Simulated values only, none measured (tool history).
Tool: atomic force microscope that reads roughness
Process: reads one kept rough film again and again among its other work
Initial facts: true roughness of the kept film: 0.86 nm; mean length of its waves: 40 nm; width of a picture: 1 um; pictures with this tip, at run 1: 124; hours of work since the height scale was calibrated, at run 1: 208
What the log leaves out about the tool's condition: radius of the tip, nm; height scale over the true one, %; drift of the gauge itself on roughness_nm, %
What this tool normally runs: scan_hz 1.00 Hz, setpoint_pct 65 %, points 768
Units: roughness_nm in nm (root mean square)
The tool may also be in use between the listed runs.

run   hour  scan_hz  setpoint_pct  points  pictures with this tip  hours of work since the height scale was calibrated  roughness_nm
  1    0.0     1.00            65     768                     124                                                  208         0.806
  2    8.7     1.00            65     768                     132                                                  212         0.807
  3   26.2     1.00            65     768                     147                                                  220         0.805
  4   39.2     1.00            65     768                     158                                                  225         0.804
  5   48.9     1.00            65     768                     167                                                  230         0.807
  6   58.3     1.00            65     768                     175                                                  234         0.804
      60.2  -- new tip fitted
  7   76.1     1.00            65     768                      14                                                  241         0.827
  8   89.2     1.00            65     768                      26                                                  247         0.826
  9  102.5     1.00            65     768                      37                                                  253         0.823
 10  112.9     1.00            65     768                      47                                                  257         0.812
 11  125.9     1.00            65     768                      58                                                  263         0.819
 12  139.0     1.00            65     768                      69                                                  269         0.820
 13  148.6     1.00            65     768                      78                                                  273         0.814
 14  158.7     1.00            65     768                      87                                                  277         0.813
 15  171.3     1.00            65     768                      98                                                  283         0.810
 16  186.8     1.00            65     768                     111                                                  290         0.808
 17  202.5     1.00            65     768                     125                                                  297         0.806
 18  210.9     1.00            65     768                     132                                                  300         0.809
 19  226.3     1.00            80     768                     146                                                  307         0.785
 20  235.0     1.00            80     768                     154                                                  311         0.787
 21  247.2     1.00            65     727                     164                                                  316         0.801
 22  254.8     1.00            65     709                     171                                                  320         0.801
     260.9  -- new tip fitted
 23  268.5     1.00            65     709                       7                                                  325         0.826
 24  281.0     1.00            65     709                      18                                                  331         0.823
 25  295.0     1.00            65     709                      30                                                  337         0.829
 26  304.3     1.00            65     709                      38                                                  341         0.822
 27  319.9     0.94            86     768                      52                                                  348         0.788
 28  335.1     0.58            69     852                      65                                                  354         0.821
 29  352.5     1.71            71     879                      80                                                  362         0.793
 30  363.0     1.71            71     879                      89                                                  367         0.784
 31  380.7     1.33            65     664                     105                                                  374         0.808
 32  394.6     1.33            65     664                     117                                                  381         0.802
 33  404.3     1.27            64     258                     126                                                  385         0.794
 34  418.8     1.32            65     768                     138                                                  391         0.805
 35  432.4     0.77            65     352                     150                                                  397         0.802
 36  439.9     0.77            65     352                     157                                                  400         0.803
 37  451.9     1.00            65     937                     167                                                  406         0.805
     454.0  -- height scale calibrated on a step standard
 38  461.4     1.00            61     315                     175                                                    3         0.796
     462.7  -- new tip fitted
 39  469.7     1.00            61     315                       6                                                    7         0.820
 40  477.3     1.00            61     315                      12                                                   10         0.825
 41  485.1     1.00            90     914                      19                                                   13         0.779
 42  494.9     1.42            58     914                      28                                                   18         0.821
     500.9  -- height scale calibrated on a step standard, once more
 43  508.0     1.42            58     914                      38                                                    3         0.828
 44  521.1     2.89            62     515                      50                                                    9         0.797
 45  535.8     2.89            62     515                      63                                                   15         0.801
 46  551.4     2.89            62     515                      76                                                   22         0.795
 47  561.3     1.20            87     257                      85                                                   26         0.765
 48  572.4     1.20            87     257                      95                                                   31         0.763
 49  580.8     1.11            87     257                     102                                                   35         0.765
 50  595.6     1.11            87     257                     115                                                   41         0.770
 51  608.6     2.46            56     333                     127                                                   47         0.803
 52  616.1     1.00            65     768                     133                                                   50         0.813

Same runs, no hidden state in the tool, same run-to-run variation:
run  roughness_nm
  1         0.828
  2         0.830
  3         0.831
  4         0.832
  5         0.835
  6         0.834
  7         0.832
  8         0.832
  9         0.831
 10         0.821
 11         0.830
 12         0.833
 13         0.828
 14         0.828
 15         0.827
 16         0.827
 17         0.827
 18         0.831
 19         0.808
 20         0.812
 21         0.828
 22         0.829
 23         0.829
 24         0.828
 25         0.836
 26         0.830
 27         0.798
 28         0.833
 29         0.807
 30         0.800
 31         0.826
 32         0.822
 33         0.815
 34         0.828
 35         0.827
 36         0.829
 37         0.832
 38         0.826
 39         0.825
 40         0.831
 41         0.785
 42         0.829
 43         0.833
 44         0.804
 45         0.810
 46         0.805
 47         0.777
 48         0.776
 49         0.779
 50         0.786
 51         0.821
 52         0.832
